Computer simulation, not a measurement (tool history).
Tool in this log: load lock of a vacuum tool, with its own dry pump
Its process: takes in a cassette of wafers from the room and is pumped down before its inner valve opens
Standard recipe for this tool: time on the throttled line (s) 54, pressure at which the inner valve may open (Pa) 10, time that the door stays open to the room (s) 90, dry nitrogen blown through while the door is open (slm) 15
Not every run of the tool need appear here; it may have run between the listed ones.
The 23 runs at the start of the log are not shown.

| run | hour | time on the throttled line (s) | pressure at which the inner valve may open (Pa) | time that the door stays open to the room (s) | dry nitrogen blown through while the door is open (slm) | incoming humidity of the room's air, % | time from the closed door until the inner valve may open (s) | rise of the pressure with all valves shut (Pa/min) |
|---|---|---|---|---|---|---|---|---|
| 24 | 10061.0 | 35 | 17 | 96 | 23 | 43.8 | 73.4 | 0.116 |
| 25 | 10332.8 | 54 | 10 | 90 | 5 | 42.0 | 91.4 | 0.133 |
| 26 | 10700.7 | 54 | 10 | 185 | 12 | 43.9 | 91.1 | 0.153 |
| 27 | 10954.4 | 33 | 15 | 90 | 15 | 45.3 | 73.2 | 0.134 |
| 28 | 11491.7 | 33 | 15 | 90 | 15 | 46.9 | 73.5 | 0.139 |
| 29 | 12066.3 | 33 | 15 | 90 | 15 | 45.3 | 74.0 | 0.138 |
| 30 | 12634.4 | 54 | 10 | 184 | 5 | 46.6 | 92.0 | 0.192 |
| 31 | 13096.7 | 31 | 15 | 218 | 4 | 46.9 | 72.7 | 0.211 |
| 32 | 13528.4 | 54 | 9 | 87 | 15 | 41.5 | 92.7 | 0.158 |
| 33 | 13898.9 | 54 | 9 | 144 | 15 | 44.9 | 93.1 | 0.178 |
| 34 | 14341.8 | 54 | 8 | 201 | 16 | 49.7 | 93.5 | 0.203 |
| 35 | 14676.9 | 63 | 15 | 177 | 12 | 43.1 | 97.2 | 0.188 |
| 36 | 15165.7 | 63 | 15 | 42 | 21 | 45.9 | 97.4 | 0.167 |
| 37 | 15766.2 | 63 | 15 | 42 | 21 | 46.0 | 97.6 | 0.161 |
| 38 | 16016.0 | 63 | 15 | 42 | 21 | 42.4 | 97.5 | 0.172 |

Below are 3 alternative next runs, each starting from the tool's condition after run 38. Predict each:
| A | 16291.8 | 40 | 16 | 97 | 15 | 47.9 | ? | ? |
| B | 16291.8 | 54 | 10 | 90 | 30 | 43.1 | ? | ? |
| C | 16291.8 | 38 | 9 | 42 | 21 | 45.7 | ? | ? |

| run | time from the closed door until the inner valve may open (s) | rise of the pressure with all valves shut (Pa/min) |
|---|---|---|
| A | 80.5 | 0.190 |
| B | 93.1 | 0.180 |
| C | 82.7 | 0.178 |
Without the tool's unlogged condition, the same runs would have read:
| run | time from the closed door until the inner valve may open (s) | rise of the pressure with all valves shut (Pa/min) |
|---|---|---|
| A | 77.2 | 0.044 |
| B | 89.8 | 0.035 |
| C | 79.0 | 0.031 |
